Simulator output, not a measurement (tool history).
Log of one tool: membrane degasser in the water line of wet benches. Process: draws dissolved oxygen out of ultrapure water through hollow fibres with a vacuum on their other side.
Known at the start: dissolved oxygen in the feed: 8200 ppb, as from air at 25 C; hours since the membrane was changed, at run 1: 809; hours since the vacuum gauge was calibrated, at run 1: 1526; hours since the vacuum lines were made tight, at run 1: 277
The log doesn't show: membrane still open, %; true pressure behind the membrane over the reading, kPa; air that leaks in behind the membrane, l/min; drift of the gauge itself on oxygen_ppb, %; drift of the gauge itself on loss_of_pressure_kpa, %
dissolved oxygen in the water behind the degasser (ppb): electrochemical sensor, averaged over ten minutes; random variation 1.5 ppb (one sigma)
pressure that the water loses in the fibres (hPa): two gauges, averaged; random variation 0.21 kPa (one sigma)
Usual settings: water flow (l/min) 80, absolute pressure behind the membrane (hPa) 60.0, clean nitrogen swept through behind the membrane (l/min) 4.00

run    hour  water flow (l/min)  absolute pressure behind the membrane (hPa)  clean nitrogen swept through behind the membrane (l/min)  hours since the membrane was changed  hours since the vacuum gauge was calibrated  hours since the vacuum lines were made tight  dissolved oxygen in the water behind the degasser (ppb)  pressure that the water loses in the fibres (hPa)
  1     0.0                  80                                         60.0                                                      4.00                                   809                                         1526                                           277                                                    157.7                                              483.9
  2    19.6                  80                                         60.0                                                      4.00                                   829                                         1545                                           297                                                    157.9                                              480.6
  3    44.1                  80                                         60.0                                                      4.00                                   853                                         1570                                           321                                                    154.8                                              484.6
  4    76.9                 122                                         60.0                                                      4.00                                   886                                         1603                                           354                                                    339.9                                              739.0
  5   106.9                  80                                         60.0                                                      6.29                                   916                                         1633                                           384                                                    114.7                                              484.2
  6   154.4                  80                                         60.0                                                      6.29                                   964                                         1680                                           432                                                    114.2                                              484.3
  7   196.5                  80                                         60.0                                                      6.29                                  1006                                         1722                                           474                                                    115.8                                              484.7
  8   228.5                  80                                         60.0                                                      6.29                                  1038                                         1754                                           506                                                    114.7                                              484.1
  9   275.7                  80                                         60.0                                                      6.29                                  1085                                         1801                                           553                                                    113.2                                              483.7
 10   302.9                  80                                         60.0                                                      1.92                                  1112                                         1829                                           580                                                    261.9                                              481.3
 11   337.0                  80                                         60.0                                                      1.92                                  1146                                         1863                                           614                                                    259.5                                              486.6
 12   364.1                  53                                         60.0                                                      1.92                                  1173                                         1890                                           641                                                    170.4                                              317.4
 13   400.6                  80                                         60.0                                                     10.02                                  1210                                         1926                                           678                                                     84.0                                              485.0
 14   428.9                  80                                         60.0                                                      4.00                                  1238                                         1955                                           706                                                    157.4                                              485.3
 15   450.8                  80                                         60.0                                                      4.47                                  1260                                         1977                                           728                                                    144.9                                              485.9
 16   493.2                  80                                         58.1                                                      4.00                                  1303                                         2019                                           770                                                    148.9                                              485.1
 17   516.1                  80                                         60.0                                                      4.00                                  1325                                         2042                                           793                                                    160.0                                              483.1
 18   553.5                  72                                         48.7                                                      9.30                                  1363                                         2079                                           831                                                     50.6                                              440.0
 19   593.9                  80                                         60.0                                                      8.11                                  1403                                         2120                                           871                                                     97.3                                              487.3
 20   632.6                  54                                         60.0                                                      2.13                                  1442                                         2158                                           910                                                    158.3                                              327.4
 21   673.9                  54                                         60.0                                                      2.13                                  1483                                         2200                                           951                                                    157.9                                              326.3
 22   718.1                  54                                         60.0                                                      2.13                                  1527                                         2244                                           995                                                    160.1                                              324.9
 23   747.0                  54                                         60.0                                                      2.13                                  1556                                         2273                                          1024                                                    159.3                                              323.3
 24   786.5                  54                                         60.0                                                      2.13                                  1596                                         2312                                          1064                                                    160.5                                              329.3
 25   832.7                  54                                         60.0                                                      2.13                                  1642                                         2358                                          1110                                                    162.1                                              327.2
 26   862.4                  66                                         60.0                                                      2.31                                  1672                                         2388                                          1140                                                    184.9                                              400.4
 27   907.4                  66                                         46.6                                                     10.06                                  1717                                         2433                                          1185                                                     36.6                                              402.4
 28   950.1                  66                                         46.6                                                     10.06                                  1759                                         2476                                          1227                                                     35.7                                              403.8
 29   985.6                  95                                         72.7                                                      2.70                                  1795                                         2511                                          1263                                                    364.7                                              577.3
 30  1020.6                  51                                        144.0                                                      8.48                                  1830                                         2546                                          1298                                                    161.8                                              310.4
 31  1041.5                  51                                        144.0                                                      8.48                                  1851                                         2567                                          1319                                                    164.1                                              312.9
 32  1066.4                  51                                        144.0                                                      8.48                                  1876                                         2592                                          1343                                                    162.9                                              307.4
 33  1091.6                  51                                        144.0                                                      8.48                                  1901                                         2617                                          1369                                                    163.1                                              312.3

Hidden state or all else? Some run-to-run changes of dissolved oxygen in the water behind the degasser (ppb), split into what the settings, what came in and random variation would give without the hidden state, and what is left for the hidden state (with any gauge scatter that isn't in both results):
Run 4 -> 5: water flow (l/min) 122 -> 80, clean nitrogen swept through behind the membrane (l/min) 4.00 -> 6.29. dissolved oxygen in the water behind the degasser (ppb) -225.2: hidden state -6.5, all else -218.7.
Run 28 -> 29: water flow (l/min) 66 -> 95, absolute pressure behind the membrane (hPa) 46.6 -> 72.7, clean nitrogen swept through behind the membrane (l/min) 10.06 -> 2.70. dissolved oxygen in the water behind the degasser (ppb) +329.0: hidden state +9.6, all else +319.4.
Run 29 -> 30: water flow (l/min) 95 -> 51, absolute pressure behind the membrane (hPa) 72.7 -> 144.0, clean nitrogen swept through behind the membrane (l/min) 2.70 -> 8.48. dissolved oxygen in the water behind the degasser (ppb) -202.9: hidden state -10.4, all else -192.5.
